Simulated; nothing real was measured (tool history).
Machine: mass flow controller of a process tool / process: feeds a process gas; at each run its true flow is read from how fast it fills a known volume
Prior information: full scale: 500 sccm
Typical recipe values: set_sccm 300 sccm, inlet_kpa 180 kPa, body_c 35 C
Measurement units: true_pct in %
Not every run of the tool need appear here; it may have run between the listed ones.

{"run": 1, "hour": 0.0, "set_sccm": 300, "inlet_kpa": 180, "body_c": 35, "true_pct": 100.4}
{"run": 2, "hour": 365.5, "set_sccm": 300, "inlet_kpa": 180, "body_c": 35, "true_pct": 100.53}
{"run": 3, "hour": 861.0, "set_sccm": 300, "inlet_kpa": 180, "body_c": 35, "true_pct": 100.59}
{"run": 4, "hour": 1319.0, "set_sccm": 300, "inlet_kpa": 180, "body_c": 35, "true_pct": 100.77}
{"run": 5, "hour": 1597.8, "set_sccm": 300, "inlet_kpa": 180, "body_c": 35, "true_pct": 100.94}
{"run": 6, "hour": 2009.7, "set_sccm": 420, "inlet_kpa": 180, "body_c": 35, "true_pct": 101.69}
{"run": 7, "hour": 2227.7, "set_sccm": 300, "inlet_kpa": 180, "body_c": 35, "true_pct": 101.08}
{"run": 8, "hour": 2480.4, "set_sccm": 300, "inlet_kpa": 180, "body_c": 35, "true_pct": 101.24}
{"run": 9, "hour": 2788.1, "set_sccm": 300, "inlet_kpa": 180, "body_c": 35, "true_pct": 101.33}
{"run": 10, "hour": 3138.1, "set_sccm": 300, "inlet_kpa": 180, "body_c": 35, "true_pct": 101.42}
{"run": 11, "hour": 3625.9, "set_sccm": 300, "inlet_kpa": 180, "body_c": 37, "true_pct": 101.79}
{"run": 12, "hour": 4131.1, "set_sccm": 300, "inlet_kpa": 180, "body_c": 35, "true_pct": 101.7}
{"run": 13, "hour": 4396.6, "set_sccm": 300, "inlet_kpa": 180, "body_c": 35, "true_pct": 101.75}
{"run": 14, "hour": 4800.8, "set_sccm": 300, "inlet_kpa": 180, "body_c": 35, "true_pct": 102.04}
{"hour": 5022.9, "done": "controller's zero set anew"}
{"run": 15, "hour": 5276.9, "set_sccm": 300, "inlet_kpa": 188, "body_c": 35, "true_pct": 101.08}
{"run": 16, "hour": 5588.6, "set_sccm": 124, "inlet_kpa": 186, "body_c": 38, "true_pct": 100.43}
{"run": 17, "hour": 6015.4, "set_sccm": 490, "inlet_kpa": 236, "body_c": 24, "true_pct": 101.7}
{"run": 18, "hour": 6398.9, "set_sccm": 432, "inlet_kpa": 170, "body_c": 35, "true_pct": 102.28}
{"run": 19, "hour": 6912.1, "set_sccm": 224, "inlet_kpa": 149, "body_c": 35, "true_pct": 101.17}
{"run": 20, "hour": 7409.7, "set_sccm": 224, "inlet_kpa": 149, "body_c": 35, "true_pct": 101.43}
{"run": 21, "hour": 7769.9, "set_sccm": 153, "inlet_kpa": 180, "body_c": 24, "true_pct": 100.63}
{"run": 22, "hour": 8223.0, "set_sccm": 153, "inlet_kpa": 180, "body_c": 24, "true_pct": 100.81}
{"run": 23, "hour": 8574.2, "set_sccm": 300, "inlet_kpa": 176, "body_c": 21, "true_pct": 101.28}
{"run": 24, "hour": 8865.2, "set_sccm": 300, "inlet_kpa": 147, "body_c": 21, "true_pct": 101.38}
{"run": 25, "hour": 9280.3, "set_sccm": 84, "inlet_kpa": 277, "body_c": 23, "true_pct": 101.62}
{"run": 26, "hour": 9784.7, "set_sccm": 108, "inlet_kpa": 277, "body_c": 26, "true_pct": 101.79}

Run 27 is up next; what results do you expect?
{"run": 27, "hour": 10088.2, "set_sccm": 108, "inlet_kpa": 277, "body_c": 26, "true_pct": "?"}

Run 27 measured true_pct 102.02 %.
With no hidden state in the tool, this same run would have given true_pct 97.4 %.
